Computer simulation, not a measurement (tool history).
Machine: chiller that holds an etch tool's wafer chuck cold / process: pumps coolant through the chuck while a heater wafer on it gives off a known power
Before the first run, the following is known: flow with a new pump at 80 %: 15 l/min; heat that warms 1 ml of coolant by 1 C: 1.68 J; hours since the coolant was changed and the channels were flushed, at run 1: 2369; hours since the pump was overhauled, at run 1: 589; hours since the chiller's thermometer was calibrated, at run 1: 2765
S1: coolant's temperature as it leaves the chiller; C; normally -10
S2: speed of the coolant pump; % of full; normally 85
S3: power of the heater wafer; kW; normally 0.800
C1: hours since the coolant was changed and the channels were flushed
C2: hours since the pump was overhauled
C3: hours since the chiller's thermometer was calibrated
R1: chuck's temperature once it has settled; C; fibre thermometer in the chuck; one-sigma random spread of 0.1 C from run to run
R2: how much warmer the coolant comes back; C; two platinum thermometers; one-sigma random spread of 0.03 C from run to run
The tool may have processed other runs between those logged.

{"run": 1, "day": 0.0, "S1": -10, "S2": 85, "S3": 0.8, "C1": 2369, "C2": 589, "C3": 2765, "R1": -2.5, "R2": 1.77}
{"run": 2, "day": 0.854, "S1": -10, "S2": 85, "S3": 0.8, "C1": 2390, "C2": 609, "C3": 2785, "R1": -2.7, "R2": 1.86}
{"run": 3, "day": 1.783, "S1": -10, "S2": 85, "S3": 0.8, "C1": 2412, "C2": 632, "C3": 2808, "R1": -2.8, "R2": 1.74}
{"run": 4, "day": 2.871, "S1": -20, "S2": 85, "S3": 0.8, "C1": 2438, "C2": 658, "C3": 2834, "R1": -12.6, "R2": 1.76}
{"run": 5, "day": 4.829, "S1": -20, "S2": 85, "S3": 0.8, "C1": 2485, "C2": 705, "C3": 2881, "R1": -12.7, "R2": 1.75}
{"run": 6, "day": 6.146, "S1": -20, "S2": 85, "S3": 0.8, "C1": 2517, "C2": 736, "C3": 2912, "R1": -12.6, "R2": 1.77}
{"run": 7, "day": 7.475, "S1": -20, "S2": 85, "S3": 0.8, "C1": 2549, "C2": 768, "C3": 2944, "R1": -12.6, "R2": 1.67}
{"run": 8, "day": 9.408, "S1": -20, "S2": 85, "S3": 0.8, "C1": 2595, "C2": 815, "C3": 2991, "R1": -12.7, "R2": 1.68}
{"run": 9, "day": 10.396, "S1": -10, "S2": 85, "S3": 0.8, "C1": 2619, "C2": 838, "C3": 3014, "R1": -2.7, "R2": 1.64}
{"run": 10, "day": 12.012, "S1": -10, "S2": 85, "S3": 0.8, "C1": 2658, "C2": 877, "C3": 3053, "R1": -2.6, "R2": 1.61}
{"run": 11, "day": 14.067, "S1": -10, "S2": 85, "S3": 0.8, "C1": 2707, "C2": 926, "C3": 3103, "R1": -2.6, "R2": 1.56}
{"run": 12, "day": 15.479, "S1": -10, "S2": 85, "S3": 0.8, "C1": 2741, "C2": 960, "C3": 3136, "R1": -2.6, "R2": 1.59}
{"run": 13, "day": 16.758, "S1": -10, "S2": 85, "S3": 0.8, "C1": 2772, "C2": 991, "C3": 3167, "R1": -2.6, "R2": 1.55}
{"run": 14, "day": 18.296, "S1": -10, "S2": 85, "S3": 0.8, "C1": 2808, "C2": 1028, "C3": 3204, "R1": -2.6, "R2": 1.55}
{"run": 15, "day": 19.95, "S1": -10, "S2": 66, "S3": 0.8, "C1": 2848, "C2": 1068, "C3": 3244, "R1": -1.4, "R2": 1.98}
{"run": 16, "day": 20.908, "S1": -10, "S2": 66, "S3": 0.8, "C1": 2871, "C2": 1091, "C3": 3267, "R1": -1.7, "R2": 1.99}
{"run": 17, "day": 22.521, "S1": -10, "S2": 66, "S3": 0.527, "C1": 2910, "C2": 1129, "C3": 3305, "R1": -4.5, "R2": 1.18}
{"run": 18, "day": 23.525, "S1": -10, "S2": 64, "S3": 1.021, "C1": 2934, "C2": 1153, "C3": 3330, "R1": 0.8, "R2": 2.69}
{"run": 19, "day": 25.179, "S1": -18, "S2": 71, "S3": 1.021, "C1": 2974, "C2": 1193, "C3": 3369, "R1": -7.6, "R2": 2.37}
{"run": 20, "day": 26.371, "S1": -10, "S2": 85, "S3": 0.633, "C1": 3002, "C2": 1222, "C3": 3398, "R1": -4.2, "R2": 1.04}
{"day": 26.908, "done": "gauge calibrated"}
{"run": 21, "day": 27.258, "S1": -10, "S2": 71, "S3": 1.106, "C1": 3024, "C2": 1243, "C3": 3419, "R1": 1.0, "R2": 2.93}
{"run": 22, "day": 28.833, "S1": -10, "S2": 70, "S3": 1.106, "C1": 3061, "C2": 1281, "C3": 3457, "R1": 1.3, "R2": 2.95}
{"run": 23, "day": 29.883, "S1": -1, "S2": 72, "S3": 0.573, "C1": 3086, "C2": 1306, "C3": 3482, "R1": 4.8, "R2": 1.45}
{"run": 24, "day": 31.325, "S1": -1, "S2": 72, "S3": 0.573, "C1": 3121, "C2": 1341, "C3": 3517, "R1": 4.7, "R2": 1.43}
{"run": 25, "day": 32.446, "S1": -11, "S2": 63, "S3": 0.917, "C1": 3148, "C2": 1368, "C3": 3544, "R1": -1.1, "R2": 2.69}
{"day": 33.246, "done": "chiller's thermometer calibrated"}
{"run": 26, "day": 34.192, "S1": -18, "S2": 83, "S3": 0.727, "C1": 3189, "C2": 1408, "C3": 23, "R1": -11.2, "R2": 1.61}
{"run": 27, "day": 35.983, "S1": -18, "S2": 83, "S3": 0.727, "C1": 3232, "C2": 1451, "C3": 66, "R1": -11.2, "R2": 1.49}
{"run": 28, "day": 36.875, "S1": -18, "S2": 83, "S3": 0.727, "C1": 3253, "C2": 1473, "C3": 87, "R1": -11.3, "R2": 1.54}
{"run": 29, "day": 38.638, "S1": -10, "S2": 85, "S3": 0.446, "C1": 3296, "C2": 1515, "C3": 129, "R1": -5.9, "R2": 0.82}
{"run": 30, "day": 39.696, "S1": -10, "S2": 85, "S3": 0.446, "C1": 3321, "C2": 1541, "C3": 155, "R1": -6.0, "R2": 0.83}
{"run": 31, "day": 41.692, "S1": -10, "S2": 85, "S3": 0.446, "C1": 3369, "C2": 1588, "C3": 203, "R1": -5.9, "R2": 0.8}
{"run": 32, "day": 42.983, "S1": -12, "S2": 81, "S3": 0.446, "C1": 3400, "C2": 1620, "C3": 234, "R1": -7.6, "R2": 0.79}

What if the next run were any one of these 4? Each begins from the tool's condition after run 32:
{"run": "A", "day": 44.05, "S1": -10, "S2": 85, "S3": 0.981, "C1": 3425, "C2": 1645, "C3": 259, "R1": "?", "R2": "?"}
{"run": "B", "day": 44.05, "S1": -12, "S2": 73, "S3": 0.858, "C1": 3425, "C2": 1645, "C3": 259, "R1": "?", "R2": "?"}
{"run": "C", "day": 44.05, "S1": -19, "S2": 67, "S3": 1.098, "C1": 3425, "C2": 1645, "C3": 259, "R1": "?", "R2": "?"}
{"run": "D", "day": 44.05, "S1": -5, "S2": 67, "S3": 0.446, "C1": 3425, "C2": 1645, "C3": 259, "R1": "?", "R2": "?"}

run=A R1=-1.0 R2=1.93
run=B R1=-3.4 R2=1.95
run=C R1=-7.6 R2=2.87
run=D R1=-0.5 R2=0.99
Without the tool's hidden state the same runs would have given:
run=A R1=-1.0 R2=2.18
run=B R1=-3.5 R2=2.20
run=C R1=-7.6 R2=3.12
run=D R1=-0.6 R2=1.24
